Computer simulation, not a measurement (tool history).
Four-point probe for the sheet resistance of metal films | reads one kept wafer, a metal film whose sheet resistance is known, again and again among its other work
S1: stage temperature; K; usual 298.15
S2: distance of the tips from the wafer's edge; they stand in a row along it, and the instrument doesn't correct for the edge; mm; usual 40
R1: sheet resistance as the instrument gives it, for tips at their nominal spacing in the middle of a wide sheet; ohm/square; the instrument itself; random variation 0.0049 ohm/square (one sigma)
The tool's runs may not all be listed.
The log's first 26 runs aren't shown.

Run 27, hour 1215.2: usual settings but S2 9 mm. Result: R1 24.725378 ohm/square.
Run 28, hour 1254.8: usual settings but S2 3 mm. Result: R1 25.235482 ohm/square.
Run 29, hour 1291.1: usual settings but S1 295.15 K, S2 16 mm. Result: R1 24.740356 ohm/square.
Run 30, hour 1342.1: usual settings but S1 301.15 K, S2 45 mm. Result: R1 24.596211 ohm/square.
Run 31, hour 1371.8: usual settings but S1 300.15 K, S2 34 mm. Result: R1 24.626406 ohm/square.
Run 32, hour 1405.8: usual settings but S1 300.15 K, S2 34 mm. Result: R1 24.614005 ohm/square.
Run 33, hour 1451.8: usual settings but S1 296.15 K, S2 6 mm. Result: R1 24.835844 ohm/square.
Run 34, hour 1500.9: usual settings but S1 296.15 K, S2 18 mm. Result: R1 24.723693 ohm/square.
Run 35, hour 1538.3: usual settings but S1 296.15 K, S2 18 mm. Result: R1 24.708452 ohm/square.
Run 36, hour 1599.2: usual settings but S1 296.15 K, S2 18 mm. Result: R1 24.716394 ohm/square.
At hour 1617.7: stage's thermometer calibrated.
Run 37, hour 1662.4: usual settings but S1 296.15 K, S2 18 mm. Result: R1 24.713885 ohm/square.
Run 38, hour 1709.2: usual settings but S1 296.15 K, S2 18 mm. Result: R1 24.722545 ohm/square.
Run 39, hour 1759.7: usual settings but S1 296.15 K, S2 18 mm. Result: R1 24.725823 ohm/square.
Run 40, hour 1797.7: usual settings but S1 300.15 K, S2 56 mm. Result: R1 24.619631 ohm/square.
Run 41, hour 1845.7: usual settings but S1 300.15 K, S2 18 mm. Result: R1 24.639749 ohm/square.
Run 42, hour 1892.1: usual settings but S2 8 mm. Result: R1 24.738961 ohm/square.
Run 43, hour 1928.6: usual settings but S1 293.15 K, S2 16 mm. Result: R1 24.785513 ohm/square.
Run 44, hour 1991.6: usual settings but S1 308.15 K, S2 6 mm. Result: R1 24.607122 ohm/square.

4 ways to go on from here, each from the tool as it stands after run 44. What would each give?
Run A, hour 2043.2: usual settings but S1 291.15 K, S2 4 mm. Result: R1 ?.
Run B, hour 2043.2: usual settings but S1 301.15 K. Result: R1 ?.
Run C, hour 2043.2: usual settings but S1 293.15 K, S2 30 mm. Result: R1 ?.
Run D, hour 2043.2: usual settings but S1 294.15 K, S2 25 mm. Result: R1 ?.

run         R1
  A  25.142537
  B  24.608591
  C  24.768669
  D  24.757084
Without the tool's hidden state the same runs would have given:
run         R1
  A  25.141029
  B  24.607116
  C  24.767183
  D  24.755599
